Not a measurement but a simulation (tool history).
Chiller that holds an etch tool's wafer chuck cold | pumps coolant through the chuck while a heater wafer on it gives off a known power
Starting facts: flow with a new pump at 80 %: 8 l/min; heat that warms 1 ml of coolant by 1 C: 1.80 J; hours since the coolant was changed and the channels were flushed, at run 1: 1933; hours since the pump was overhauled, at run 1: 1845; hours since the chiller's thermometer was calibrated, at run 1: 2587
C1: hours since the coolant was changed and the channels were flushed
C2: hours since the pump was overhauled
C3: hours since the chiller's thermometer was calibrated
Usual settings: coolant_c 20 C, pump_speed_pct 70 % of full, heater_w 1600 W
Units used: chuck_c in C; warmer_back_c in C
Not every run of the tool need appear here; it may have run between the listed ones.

{"run": 1, "hour": 0.0, "coolant_c": 20, "pump_speed_pct": 70, "heater_w": 1600, "C1": 1933, "C2": 1845, "C3": 2587, "chuck_c": 45.0, "warmer_back_c": 8.19}
{"run": 2, "hour": 34.6, "coolant_c": 20, "pump_speed_pct": 70, "heater_w": 1600, "C1": 1968, "C2": 1880, "C3": 2621, "chuck_c": 45.0, "warmer_back_c": 8.19}
{"run": 3, "hour": 71.6, "coolant_c": 20, "pump_speed_pct": 70, "heater_w": 1600, "C1": 2005, "C2": 1917, "C3": 2658, "chuck_c": 45.1, "warmer_back_c": 8.3}
{"run": 4, "hour": 143.5, "coolant_c": 20, "pump_speed_pct": 79, "heater_w": 1600, "C1": 2077, "C2": 1989, "C3": 2730, "chuck_c": 43.2, "warmer_back_c": 7.35}
{"run": 5, "hour": 223.7, "coolant_c": 20, "pump_speed_pct": 70, "heater_w": 928, "C1": 2157, "C2": 2069, "C3": 2810, "chuck_c": 34.8, "warmer_back_c": 4.79}
{"run": 6, "hour": 292.2, "coolant_c": 20, "pump_speed_pct": 70, "heater_w": 928, "C1": 2225, "C2": 2137, "C3": 2879, "chuck_c": 34.6, "warmer_back_c": 4.8}
{"run": 7, "hour": 356.7, "coolant_c": 20, "pump_speed_pct": 70, "heater_w": 1487, "C1": 2290, "C2": 2202, "C3": 2943, "chuck_c": 44.0, "warmer_back_c": 7.77}
{"run": 8, "hour": 427.6, "coolant_c": 20, "pump_speed_pct": 70, "heater_w": 1487, "C1": 2361, "C2": 2273, "C3": 3014, "chuck_c": 44.3, "warmer_back_c": 7.78}
{"hour": 480.6, "done": "chiller's thermometer calibrated"}
{"run": 9, "hour": 500.2, "coolant_c": 20, "pump_speed_pct": 70, "heater_w": 1487, "C1": 2432, "C2": 2344, "C3": 20, "chuck_c": 45.2, "warmer_back_c": 7.79}
{"run": 10, "hour": 557.7, "coolant_c": 20, "pump_speed_pct": 64, "heater_w": 1600, "C1": 2490, "C2": 2402, "C3": 77, "chuck_c": 49.1, "warmer_back_c": 9.21}
{"run": 11, "hour": 607.4, "coolant_c": 20, "pump_speed_pct": 64, "heater_w": 1600, "C1": 2540, "C2": 2452, "C3": 127, "chuck_c": 49.1, "warmer_back_c": 9.23}
{"run": 12, "hour": 684.3, "coolant_c": 11, "pump_speed_pct": 70, "heater_w": 1600, "C1": 2617, "C2": 2529, "C3": 204, "chuck_c": 38.3, "warmer_back_c": 8.52}
{"run": 13, "hour": 765.2, "coolant_c": 20, "pump_speed_pct": 70, "heater_w": 2180, "C1": 2697, "C2": 2609, "C3": 285, "chuck_c": 57.5, "warmer_back_c": 11.51}
{"run": 14, "hour": 846.3, "coolant_c": 20, "pump_speed_pct": 70, "heater_w": 2180, "C1": 2779, "C2": 2691, "C3": 366, "chuck_c": 58.1, "warmer_back_c": 11.65}
{"run": 15, "hour": 920.6, "coolant_c": 20, "pump_speed_pct": 70, "heater_w": 2180, "C1": 2853, "C2": 2765, "C3": 440, "chuck_c": 58.5, "warmer_back_c": 11.64}
{"hour": 932.8, "done": "coolant pump overhauled"}
{"run": 16, "hour": 964.6, "coolant_c": 27, "pump_speed_pct": 82, "heater_w": 2058, "C1": 2892, "C2": 32, "C3": 479, "chuck_c": 59.6, "warmer_back_c": 9.49}
{"run": 17, "hour": 1020.5, "coolant_c": 20, "pump_speed_pct": 99, "heater_w": 1600, "C1": 2948, "C2": 88, "C3": 535, "chuck_c": 42.1, "warmer_back_c": 6.19}
{"run": 18, "hour": 1084.2, "coolant_c": 20, "pump_speed_pct": 99, "heater_w": 1600, "C1": 3011, "C2": 151, "C3": 599, "chuck_c": 42.5, "warmer_back_c": 6.19}
{"run": 19, "hour": 1163.2, "coolant_c": 24, "pump_speed_pct": 93, "heater_w": 1176, "C1": 3090, "C2": 230, "C3": 678, "chuck_c": 41.3, "warmer_back_c": 4.93}
{"run": 20, "hour": 1238.0, "coolant_c": 24, "pump_speed_pct": 93, "heater_w": 2229, "C1": 3165, "C2": 305, "C3": 752, "chuck_c": 56.9, "warmer_back_c": 9.36}
{"run": 21, "hour": 1287.7, "coolant_c": 20, "pump_speed_pct": 82, "heater_w": 2229, "C1": 3215, "C2": 355, "C3": 802, "chuck_c": 56.5, "warmer_back_c": 10.49}
{"run": 22, "hour": 1355.2, "coolant_c": 23, "pump_speed_pct": 90, "heater_w": 1238, "C1": 3282, "C2": 422, "C3": 870, "chuck_c": 42.0, "warmer_back_c": 5.35}
{"hour": 1380.9, "done": "coolant pump overhauled, once more"}
{"run": 23, "hour": 1416.6, "coolant_c": 23, "pump_speed_pct": 90, "heater_w": 1238, "C1": 3339, "C2": 36, "C3": 926, "chuck_c": 40.0, "warmer_back_c": 4.65}
{"run": 24, "hour": 1484.3, "coolant_c": 22, "pump_speed_pct": 63, "heater_w": 1030, "C1": 3407, "C2": 103, "C3": 994, "chuck_c": 40.7, "warmer_back_c": 5.38}
{"run": 25, "hour": 1539.8, "coolant_c": 20, "pump_speed_pct": 70, "heater_w": 2048, "C1": 3462, "C2": 159, "C3": 1049, "chuck_c": 54.8, "warmer_back_c": 9.85}
{"run": 26, "hour": 1607.6, "coolant_c": 20, "pump_speed_pct": 70, "heater_w": 2048, "C1": 3530, "C2": 227, "C3": 1117, "chuck_c": 54.8, "warmer_back_c": 9.88}
{"run": 27, "hour": 1678.1, "coolant_c": 20, "pump_speed_pct": 70, "heater_w": 2048, "C1": 3600, "C2": 297, "C3": 1188, "chuck_c": 55.2, "warmer_back_c": 9.86}
{"run": 28, "hour": 1713.3, "coolant_c": 20, "pump_speed_pct": 70, "heater_w": 2231, "C1": 3636, "C2": 332, "C3": 1223, "chuck_c": 58.5, "warmer_back_c": 10.73}
{"run": 29, "hour": 1754.8, "coolant_c": 20, "pump_speed_pct": 70, "heater_w": 2231, "C1": 3677, "C2": 374, "C3": 1264, "chuck_c": 58.5, "warmer_back_c": 10.77}

Hidden state or all else? Some run-to-run changes of chuck_c, split into what the settings, what came in and random variation would give without the hidden state, and what is left for the hidden state (with any gauge scatter that isn't in both results):
The tool's hidden condition here consists of: heat passed by the chuck's channels, % of clean ones'; flow at a given pump speed, % of a new pump's; coolant's true temperature over the reading, C; drift of the gauge itself on chuck_c, C; drift of the gauge itself on warmer_back_c, C.
Run 12 -> 13: coolant_c 11 -> 20, heater_w 1600 -> 2180. chuck_c +19.2 C: hidden state +2.7, all else +16.5.
Run 16 -> 17: coolant_c 27 -> 20, pump_speed_pct 82 -> 99, heater_w 2058 -> 1600. chuck_c -17.5 C: hidden state -2.5, all else -15.0.
Run 19 -> 20: heater_w 1176 -> 2229. chuck_c +15.6 C: hidden state +4.6, all else +11.0.
Run 21 -> 22: coolant_c 20 -> 23, pump_speed_pct 82 -> 90, heater_w 2229 -> 1238. chuck_c -14.5 C: hidden state -4.9, all else -9.6.

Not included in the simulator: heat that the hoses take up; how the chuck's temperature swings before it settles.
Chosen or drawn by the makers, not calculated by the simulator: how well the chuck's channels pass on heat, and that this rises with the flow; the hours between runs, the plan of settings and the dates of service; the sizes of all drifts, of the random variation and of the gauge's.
